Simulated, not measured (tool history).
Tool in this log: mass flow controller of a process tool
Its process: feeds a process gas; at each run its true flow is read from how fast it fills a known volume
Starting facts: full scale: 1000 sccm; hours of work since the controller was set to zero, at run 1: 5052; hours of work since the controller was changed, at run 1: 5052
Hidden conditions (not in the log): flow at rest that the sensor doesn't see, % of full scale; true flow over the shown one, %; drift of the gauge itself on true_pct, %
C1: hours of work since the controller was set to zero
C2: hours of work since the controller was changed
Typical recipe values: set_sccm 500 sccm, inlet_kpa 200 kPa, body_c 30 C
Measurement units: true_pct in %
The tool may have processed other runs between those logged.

Run 1, hour 0: usual settings; C1 5052; C2 5052. Result: true_pct 99.42 %.
Run 2, hour 443: usual settings; C1 5328; C2 5328. Result: true_pct 99.49 %.
Run 3, hour 787.1: usual settings; C1 5542; C2 5542. Result: true_pct 99.55 %.
Run 4, hour 1168.9: usual settings but body_c 25 C; C1 5780; C2 5780. Result: true_pct 99.98 %.
Run 5, hour 1387.6: usual settings but body_c 38 C; C1 5916; C2 5916. Result: true_pct 98.59 %.
Run 6, hour 1690: usual settings but body_c 38 C; C1 6104; C2 6104. Result: true_pct 98.43 %.
Run 7, hour 2095.3: usual settings but set_sccm 910 sccm, body_c 38 C; C1 6357; C2 6357. Result: true_pct 97.55 %.
At hour 2348.5: controller's zero set anew.
Run 8, hour 2348.5: usual settings but inlet_kpa 236 kPa; C1 0; C2 6514. Result: true_pct 96.69 %.
At hour 2607.4: controller exchanged for a calibrated one.
Run 9, hour 2632.5: usual settings but inlet_kpa 236 kPa; C1 16; C2 16. Result: true_pct 99.71 %.
Run 10, hour 2923.3: usual settings but inlet_kpa 236 kPa; C1 197; C2 197. Result: true_pct 99.75 %.
Run 11, hour 3369.9: usual settings but inlet_kpa 236 kPa; C1 475; C2 475. Result: true_pct 99.58 %.
Run 12, hour 3617.6: usual settings but inlet_kpa 236 kPa; C1 629; C2 629. Result: true_pct 99.58 %.
Run 13, hour 3977.8: usual settings but inlet_kpa 146 kPa; C1 853; C2 853. Result: true_pct 99.52 %.
Run 14, hour 4291: usual settings but inlet_kpa 206 kPa; C1 1048; C2 1048. Result: true_pct 99.52 %.
Run 15, hour 4706.1: usual settings but inlet_kpa 206 kPa; C1 1307; C2 1307. Result: true_pct 99.58 %.
Run 16, hour 4969.8: usual settings; C1 1471; C2 1471. Result: true_pct 99.64 %.
Run 17, hour 5150.8: usual settings; C1 1584; C2 1584. Result: true_pct 99.69 %.
Run 18, hour 5431.8: usual settings; C1 1759; C2 1759. Result: true_pct 99.76 %.
Run 19, hour 5856.2: usual settings; C1 2023; C2 2023. Result: true_pct 99.76 %.
Run 20, hour 6163.9: usual settings but inlet_kpa 177 kPa; C1 2215; C2 2215. Result: true_pct 99.62 %.
Run 21, hour 6388: usual settings but body_c 35 C; C1 2354; C2 2354. Result: true_pct 99.1 %.
Run 22, hour 6720.1: usual settings but body_c 34 C; C1 2561; C2 2561. Result: true_pct 99.15 %.
Run 23, hour 7025.4: usual settings; C1 2751; C2 2751. Result: true_pct 99.65 %.
Run 24, hour 7392.2: usual settings; C1 2979; C2 2979. Result: true_pct 99.74 %.
Run 25, hour 7699.8: usual settings but set_sccm 397 sccm, inlet_kpa 275 kPa, body_c 24 C; C1 3171; C2 3171. Result: true_pct 100.89 %.
Run 26, hour 8080: usual settings but set_sccm 397 sccm, inlet_kpa 275 kPa, body_c 24 C; C1 3408; C2 3408. Result: true_pct 100.95 %.
Run 27, hour 8452.3: usual settings but set_sccm 114 sccm, inlet_kpa 142 kPa; C1 3640; C2 3640. Result: true_pct 104.66 %.
Run 28, hour 8859.5: usual settings but set_sccm 268 sccm, inlet_kpa 231 kPa; C1 3893; C2 3893. Result: true_pct 101.04 %.
Run 29, hour 9208.9: usual settings but set_sccm 495 sccm, inlet_kpa 222 kPa, body_c 26 C; C1 4111; C2 4111. Result: true_pct 100.29 %.
Run 30, hour 9625.9: usual settings but set_sccm 224 sccm, inlet_kpa 258 kPa, body_c 34 C; C1 4370; C2 4370. Result: true_pct 101.61 %.
Run 31, hour 9962.4: usual settings but set_sccm 195 sccm, inlet_kpa 258 kPa, body_c 34 C; C1 4580; C2 4580. Result: true_pct 102.23 %.
Run 32, hour 10205.5: usual settings but set_sccm 206 sccm, body_c 37 C; C1 4731; C2 4731. Result: true_pct 101.64 %.
Run 33, hour 10561.9: usual settings but set_sccm 572 sccm, inlet_kpa 162 kPa, body_c 21 C; C1 4953; C2 4953. Result: true_pct 100.57 %.
Run 34, hour 10873.9: usual settings but inlet_kpa 145 kPa, body_c 28 C; C1 5148; C2 5148. Result: true_pct 99.95 %.
Run 35, hour 11164.2: usual settings but set_sccm 690 sccm, inlet_kpa 192 kPa, body_c 22 C; C1 5328; C2 5328. Result: true_pct 100.25 %.
Run 36, hour 11346: usual settings but set_sccm 533 sccm, inlet_kpa 214 kPa, body_c 39 C; C1 5442; C2 5442. Result: true_pct 98.65 %.
Run 37, hour 11688.1: usual settings but set_sccm 533 sccm, inlet_kpa 214 kPa, body_c 39 C; C1 5654; C2 5654. Result: true_pct 98.62 %.
Run 38, hour 11946.1: usual settings but set_sccm 533 sccm, inlet_kpa 214 kPa, body_c 39 C; C1 5815; C2 5815. Result: true_pct 98.5 %.
Run 39, hour 12163.8: usual settings but set_sccm 533 sccm, inlet_kpa 214 kPa, body_c 39 C; C1 5951; C2 5951. Result: true_pct 98.68 %.
Run 40, hour 12582.5: usual settings but set_sccm 533 sccm, inlet_kpa 192 kPa, body_c 21 C; C1 6211; C2 6211. Result: true_pct 100.78 %.
Run 41, hour 12984.6: usual settings but set_sccm 215 sccm, body_c 25 C; C1 6462; C2 6462. Result: true_pct 103.83 %.
At hour 13074.3: controller's zero set anew.
At hour 13334.7: controller exchanged for a calibrated one.
Run 42, hour 13334.7: usual settings but body_c 21 C; C1 0; C2 0. Result: true_pct 100.11 %.
Run 43, hour 13722.9: usual settings but set_sccm 215 sccm, inlet_kpa 147 kPa, body_c 21 C; C1 242; C2 242. Result: true_pct 100.04 %.
Run 44, hour 13920.1: usual settings but set_sccm 215 sccm, inlet_kpa 149 kPa, body_c 20 C; C1 365; C2 365. Result: true_pct 100.21 %.
Run 45, hour 14276.2: usual settings but set_sccm 851 sccm, inlet_kpa 158 kPa, body_c 32 C; C1 586; C2 586. Result: true_pct 98.88 %.
Run 46, hour 14567.7: usual settings but inlet_kpa 153 kPa; C1 768; C2 768. Result: true_pct 99.06 %.
Run 47, hour 14938.7: usual settings but set_sccm 124 sccm, inlet_kpa 153 kPa, body_c 22 C; C1 999; C2 999. Result: true_pct 101.04 %.

Entry by entry between the runs, the difference in hidden state between the last listed run before and the first listed run after:
From run 7 to run 8: controller's zero set anew (hour 2348.5)
  flow at rest that the sensor doesn't see, % of full scale: 1.401 -> 0.027; true flow over the shown one, %: -2.5 -> -2.56
  measured less the result without the state, true_pct: -0.96 -> -2.51 %
From run 8 to run 9: controller exchanged for a calibrated one (hour 2607.4)
  flow at rest that the sensor doesn't see, % of full scale: 0.027 -> 0.033; true flow over the shown one, %: -2.56 -> 0.31
  measured less the result without the state, true_pct: -2.51 -> +0.38 %
From run 41 to run 42: controller's zero set anew (hour 13074.3); controller exchanged for a calibrated one (hour 13334.7)
  flow at rest that the sensor doesn't see, % of full scale: 1.352 -> 0.003; true flow over the shown one, %: -2.05 -> -0.12
  measured less the result without the state, true_pct: +4.24 -> -0.12 %

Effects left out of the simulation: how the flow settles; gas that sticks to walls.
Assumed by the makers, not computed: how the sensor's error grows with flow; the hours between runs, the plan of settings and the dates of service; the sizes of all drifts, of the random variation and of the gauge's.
